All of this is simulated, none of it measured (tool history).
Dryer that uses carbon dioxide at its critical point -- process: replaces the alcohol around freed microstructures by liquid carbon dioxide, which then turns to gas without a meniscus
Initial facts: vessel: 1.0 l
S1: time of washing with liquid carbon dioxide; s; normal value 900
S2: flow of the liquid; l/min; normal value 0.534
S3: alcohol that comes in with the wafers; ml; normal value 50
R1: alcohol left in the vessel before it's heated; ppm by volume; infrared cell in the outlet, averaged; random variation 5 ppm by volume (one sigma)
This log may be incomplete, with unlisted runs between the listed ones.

run,day,S1,S2,S3,R1
1,0.000,900,0.534,50,61
2,0.621,900,0.534,50,55
3,1.117,900,0.559,50,52
4,1.592,900,0.559,50,55
5,1.979,900,0.500,50,92
6,2.558,900,0.843,50,17
7,2.875,900,0.534,50,70
8,3.146,900,0.534,50,66
9,3.558,900,0.534,50,70
10,3.917,900,0.534,50,57
11,4.483,900,0.534,50,78
12,5.071,1380,0.455,27,24
13,5.367,720,0.534,49,219
14,5.912,720,0.534,49,221
15,6.342,1200,0.871,42,24
16,6.808,540,0.534,101,1618
17,7.250,660,0.814,50,56
18,7.533,1140,0.463,60,63
19,8.025,1140,0.463,60,59
20,8.629,900,0.534,93,130
21,9.200,900,0.515,59,107
22,9.533,600,0.370,51,2423

3 options for the next run, each taken on its own from the tool as it stands now. Forecast them:
A,9.846,1140,0.407,107,?
B,9.846,720,0.556,46,?
C,9.846,1080,0.534,50,?

run,R1
A,194
B,183
C,51
What these runs would have given with no unlogged condition in the tool:
run,R1
A,95
B,95
C,19
